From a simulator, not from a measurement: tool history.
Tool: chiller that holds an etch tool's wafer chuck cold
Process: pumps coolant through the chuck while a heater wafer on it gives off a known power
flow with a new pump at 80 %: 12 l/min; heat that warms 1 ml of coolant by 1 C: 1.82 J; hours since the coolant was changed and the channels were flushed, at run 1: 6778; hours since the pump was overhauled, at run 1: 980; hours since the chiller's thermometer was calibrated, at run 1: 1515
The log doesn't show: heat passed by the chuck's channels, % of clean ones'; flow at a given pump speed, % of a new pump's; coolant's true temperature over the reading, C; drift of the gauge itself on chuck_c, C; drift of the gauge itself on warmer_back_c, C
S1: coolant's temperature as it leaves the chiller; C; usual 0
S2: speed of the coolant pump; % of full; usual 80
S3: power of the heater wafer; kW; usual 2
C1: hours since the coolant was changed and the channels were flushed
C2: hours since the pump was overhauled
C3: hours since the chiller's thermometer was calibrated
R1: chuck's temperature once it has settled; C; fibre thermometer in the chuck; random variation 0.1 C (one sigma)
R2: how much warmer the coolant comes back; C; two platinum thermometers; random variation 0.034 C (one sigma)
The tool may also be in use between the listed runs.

| run | hour | S1 | S2 | S3 | C1 | C2 | C3 | R1 | R2 |
|---|---|---|---|---|---|---|---|---|---|
| 1 | 0 | 0 | 80 | 2 | 6778 | 980 | 1515 | 13.7 | 5.61 |
| 2 | 144.5 | 0 | 80 | 2 | 6922 | 1124 | 1659 | 14 | 5.61 |
| 3 | 243.1 | 0 | 64 | 2 | 7021 | 1223 | 1758 | 16.5 | 7.12 |
| 4 | 326.4 | 8 | 80 | 2 | 7104 | 1306 | 1841 | 21.9 | 5.57 |
| 5 | 448.5 | 8 | 80 | 2 | 7226 | 1428 | 1963 | 22 | 5.62 |
| 6 | 544.5 | 8 | 80 | 2 | 7322 | 1524 | 2059 | 22 | 5.61 |
| 7 | 642.3 | -4 | 80 | 2 | 7420 | 1622 | 2157 | 10.1 | 5.61 |
| 8 | 708.7 | 0 | 80 | 2 | 7487 | 1688 | 2223 | 14.3 | 5.68 |
| 9 | 780.5 | 0 | 80 | 1.471 | 7558 | 1760 | 2295 | 10.3 | 4.24 |
| 10 | 845.5 | 0 | 80 | 1.198 | 7623 | 1825 | 2360 | 8.5 | 3.37 |
| 11 | 914.3 | 0 | 80 | 1.198 | 7692 | 1894 | 2429 | 8.5 | 3.36 |
| 12 | 1025.1 | 0 | 80 | 2 | 7803 | 2005 | 2540 | 14.3 | 5.68 |
| 13 | 1098.5 | 0 | 80 | 2 | 7876 | 2078 | 2613 | 14.4 | 5.65 |
| 14 | 1216.5 | -2 | 80 | 2 | 7994 | 2196 | 2731 | 12.2 | 5.66 |
| 15 | 1344.4 | 6 | 80 | 2 | 8122 | 2324 | 2859 | 20.3 | 5.71 |
| 16 | 1469.6 | 0 | 80 | 2 | 8247 | 2449 | 2984 | 14.4 | 5.75 |
| 17 | 1552.2 | 0 | 90 | 1.54 | 8330 | 2532 | 3067 | 10.3 | 3.9 |
| 18 | 1681.8 | 0 | 90 | 1.54 | 8460 | 2662 | 3196 | 10.3 | 3.87 |
|  | 1692.8 | chiller's thermometer calibrated |
| 19 | 1783.2 | 0 | 90 | 1.54 | 8560 | 2762 | 90 | 10.1 | 3.82 |
| 20 | 1849.1 | 0 | 90 | 1.54 | 8626 | 2828 | 156 | 10.2 | 3.93 |
| 21 | 1980.3 | -3 | 65 | 1.134 | 8757 | 2959 | 287 | 6.7 | 4.14 |
| 22 | 2049.9 | -3 | 93 | 1.134 | 8827 | 3029 | 357 | 4.4 | 2.82 |
| 23 | 2134.2 | -3 | 76 | 1.134 | 8911 | 3113 | 441 | 5.7 | 3.49 |
| 24 | 2240.3 | -3 | 76 | 1.134 | 9017 | 3219 | 547 | 5.5 | 3.53 |
| 25 | 2311.7 | -3 | 65 | 1.134 | 9089 | 3290 | 619 | 6.6 | 4.08 |
| 26 | 2390 | 0 | 80 | 2 | 9167 | 3369 | 697 | 14.7 | 5.91 |
| 27 | 2483.4 | 0 | 80 | 2 | 9260 | 3462 | 791 | 14.9 | 5.85 |
|  | 2510 | coolant changed, channels flushed |
|  | 2613.3 | chiller's thermometer calibrated, once more |
| 28 | 2628.6 | 0 | 80 | 2 | 118 | 3600 | 15 | 12.8 | 5.87 |
| 29 | 2701.3 | 0 | 80 | 2 | 190 | 3673 | 88 | 12.7 | 5.91 |
| 30 | 2826.9 | 5 | 90 | 2 | 316 | 3799 | 214 | 16.8 | 5.19 |
| 31 | 2922.1 | 5 | 90 | 2 | 411 | 3894 | 309 | 16.6 | 5.25 |

Some steps in R1 between neighbouring runs. How much of each would the tool show without its hidden state too (settings, what came in, random variation), and how much is left for the hidden state, with any gauge scatter that isn't in both results?
Run 6 -> 7: S1 8 -> -4. R1 -11.9 C: hidden state -0.1, all else -11.8.
Run 11 -> 12: S3 1.198 -> 2. R1 +5.8 C: hidden state +0.9, all else +4.9.
Run 14 -> 15: S1 -2 -> 6. R1 +8.1 C: hidden state +0, all else +8.1.
Run 25 -> 26: S1 -3 -> 0, S2 65 -> 80, S3 1.134 -> 2. R1 +8.1 C: hidden state +1.1, all else +7.
Run 27 -> 28: coolant changed, channels flushed, chiller's thermometer calibrated, once more. R1 -2.1 C: hidden state -2.1, all else +0.

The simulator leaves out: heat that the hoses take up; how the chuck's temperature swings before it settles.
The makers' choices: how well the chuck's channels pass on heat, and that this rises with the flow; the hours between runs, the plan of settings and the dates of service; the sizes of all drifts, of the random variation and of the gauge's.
